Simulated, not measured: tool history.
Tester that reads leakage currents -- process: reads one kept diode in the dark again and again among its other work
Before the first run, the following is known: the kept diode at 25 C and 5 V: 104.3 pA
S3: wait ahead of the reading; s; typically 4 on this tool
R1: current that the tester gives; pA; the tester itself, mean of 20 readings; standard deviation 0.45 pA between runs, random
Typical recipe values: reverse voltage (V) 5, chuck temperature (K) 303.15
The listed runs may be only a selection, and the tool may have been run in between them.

Run 1, hour 0: usual settings. Result: R1 144.24 pA.
Run 2, hour 21.2: usual settings but S3 0.35 s. Result: R1 147.37 pA.
Run 3, hour 47.4: usual settings but S3 0.35 s. Result: R1 147.73 pA.
Run 4, hour 76.6: usual settings but S3 0.35 s. Result: R1 148.16 pA.
Run 5, hour 95.1: usual settings but S3 0.35 s. Result: R1 147.96 pA.
Run 6, hour 121.4: usual settings but S3 0.35 s. Result: R1 147.94 pA.
Run 7, hour 149.3: usual settings but S3 0.35 s. Result: R1 147.24 pA.
Run 8, hour 165.6: usual settings but reverse voltage (V) 1.79, chuck temperature (K) 322.15. Result: R1 319.99 pA.
Run 9, hour 200.6: usual settings but reverse voltage (V) 1.79, chuck temperature (K) 322.15. Result: R1 318.46 pA.
Run 10, hour 225.3: usual settings but reverse voltage (V) 10, chuck temperature (K) 321.15, S3 3.9 s. Result: R1 653.82 pA.
Run 11, hour 255.3: usual settings but reverse voltage (V) 10, chuck temperature (K) 326.15, S3 6.46 s. Result: R1 885.59 pA.
Run 12, hour 290.4: usual settings but reverse voltage (V) 2.35, chuck temperature (K) 307.15, S3 1.6 s. Result: R1 134.45 pA.
Run 13, hour 306: usual settings but reverse voltage (V) 2.35, chuck temperature (K) 307.15, S3 1.6 s. Result: R1 134.47 pA.
Run 14, hour 324.5: usual settings but reverse voltage (V) 1.7, chuck temperature (K) 296.15, S3 0.83 s. Result: R1 53.62 pA.

Forecast each of these 5 alternatives for the next run:
Run A, hour 356.2: usual settings but reverse voltage (V) 9.34. Result: R1 ?.
Run B, hour 356.2: usual settings but reverse voltage (V) 1.7, chuck temperature (K) 299.15, S3 5.2 s. Result: R1 ?.
Run C, hour 356.2: usual settings but reverse voltage (V) 1.7, chuck temperature (K) 296.15, S3 1.24 s. Result: R1 ?.
Run D, hour 356.2: usual settings but chuck temperature (K) 293.15. Result: R1 ?.
Run E, hour 356.2: usual settings but reverse voltage (V) 1.67, chuck temperature (K) 294.15, S3 3.51 s. Result: R1 ?.

run      R1
  A  196.04
  B   66.08
  C   53.53
  D   72.74
  E   46.05
What these runs would have given with no unlogged condition in the tool:
run      R1
  A  199.57
  B   69.89
  C   56.16
  D   71.99
  E   48.03
